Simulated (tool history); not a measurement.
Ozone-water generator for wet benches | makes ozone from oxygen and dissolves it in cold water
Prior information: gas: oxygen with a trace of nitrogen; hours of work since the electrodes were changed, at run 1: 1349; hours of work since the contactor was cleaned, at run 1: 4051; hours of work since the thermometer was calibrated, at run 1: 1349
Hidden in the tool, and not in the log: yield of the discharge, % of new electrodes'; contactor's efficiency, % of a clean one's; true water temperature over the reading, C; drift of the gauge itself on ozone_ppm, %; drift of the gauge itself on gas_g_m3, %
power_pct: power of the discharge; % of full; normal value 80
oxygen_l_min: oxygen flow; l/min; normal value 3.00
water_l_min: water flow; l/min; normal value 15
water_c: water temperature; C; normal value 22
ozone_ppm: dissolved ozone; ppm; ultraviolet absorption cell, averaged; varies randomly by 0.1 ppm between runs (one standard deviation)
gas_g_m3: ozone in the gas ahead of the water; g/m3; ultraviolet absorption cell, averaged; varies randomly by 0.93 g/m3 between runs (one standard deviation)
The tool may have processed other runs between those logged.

run    hour  power_pct  oxygen_l_min  water_l_min  water_c  hours of work since the electrodes were changed  hours of work since the contactor was cleaned  hours of work since the thermometer was calibrated  ozone_ppm  gas_g_m3
  1     0.0         80          3.00           15       22                                             1349                                           4051                                                1349       10.8     159.3
  2    73.6         80          3.00           15       17                                             1402                                           4104                                                1402       11.5     160.8
  3   144.5         80          3.00           15       18                                             1454                                           4156                                                1454       11.3     159.0
  4   260.2         80          3.00           10       22                                             1538                                           4240                                                1538       14.5     159.5
  5   379.4         80          3.00           10       22                                             1624                                           4327                                                1624       14.4     158.9
  6   473.6         80          3.00           10       22                                             1693                                           4395                                                1693       14.4     158.1
  7   605.4         80          3.00           10       22                                             1788                                           4491                                                1788       14.4     158.7
  8   737.1         80          4.68           15       22                                             1884                                           4586                                                1884       11.6     134.8
  9   825.4         80          4.68           15       22                                             1948                                           4650                                                1948       11.3     135.9
 10   899.2         80          3.00           15       15                                             2002                                           4704                                                2002       11.6     157.4
 11  1040.9         80          3.00           15       15                                             2105                                           4807                                                2105       11.7     157.7
 12  1147.5         80          3.00           15       15                                             2182                                           4884                                                2182       11.7     157.9
 13  1211.0         80          3.00           15       15                                             2228                                           4930                                                2228       11.7     156.4
 14  1339.8         52          3.00           15       22                                             2322                                           5024                                                2322        8.2     122.3
 15  1408.0         46          3.00           15       22                                             2371                                           5074                                                2371        7.8     114.2
 16  1544.5         46          3.00           15       22                                             2470                                           5173                                                2470        7.9     114.0
 17  1686.4         53          3.00           15       22                                             2573                                           5276                                                2573        8.5     123.5
 18  1796.8         80          2.31           10       25                                             2653                                           5356                                                2653       13.5     171.3
 19  1936.1         80          2.31           10       25                                             2755                                           5457                                                2755       13.2     172.6
     2021.3  -- gauge calibrated
 20  2048.8         44          2.91           10       22                                             2837                                           5539                                                2837       10.1     115.1
 21  2172.8         44          2.91           10       22                                             2927                                           5629                                                2927        9.9     113.3
 22  2247.7         81          3.00           11       22                                             2981                                           5683                                                2981       13.5     160.7
 23  2331.7         72          1.68           11       22                                             3042                                           5744                                                3042       11.1     182.7
 24  2468.5         72          1.68           11       22                                             3141                                           5844                                                3141       11.2     182.8
 25  2551.5         72          1.68           11       22                                             3202                                           5904                                                3202       11.2     185.1
 26  2660.6         68          4.51           22       17                                             3281                                           5983                                                3281        8.3     123.1
 27  2745.6         93          2.01           16       19                                             3343                                           6045                                                3343       10.4     199.8
 28  2809.7         42          3.00           15       15                                             3389                                           6091                                                3389        7.9     108.5
 29  2942.9         77          4.53           14       15                                             3486                                           6188                                                3486       13.3     132.1
 30  3069.2         77          2.14           14       19                                             3578                                           6280                                                3578       10.5     173.4
 31  3170.5         77          2.14           14       19                                             3651                                           6353                                                3651       10.4     174.3
 32  3316.1         85          1.51           13       22                                             3757                                           6459                                                3757       10.6     207.9
 33  3436.4         85          1.51           13       22                                             3844                                           6547                                                3844       10.3     210.1

Consider 4 possible next runs. They are alternatives, not a sequence: every one starts from the tool as it was left by run 33. What does each give?
  A  3549.4         80          1.58           12       26                                             3926                                           6629                                                3926          ?         ?
  B  3549.4         82          2.54           15       22                                             3926                                           6629                                                3926          ?         ?
  C  3549.4         75          1.51           21       22                                             3926                                           6629                                                3926          ?         ?
  D  3549.4         85          1.51           13       16                                             3926                                           6629                                                3926          ?         ?

run  ozone_ppm  gas_g_m3
  A       10.6     198.9
  B       10.7     168.7
  C        6.0     195.6
  D       11.0     207.1
Had the tool no hidden state, the same runs would have come out as:
run  ozone_ppm  gas_g_m3
  A       10.7     203.7
  B       10.7     172.9
  C        6.0     200.4
  D       11.0     212.2
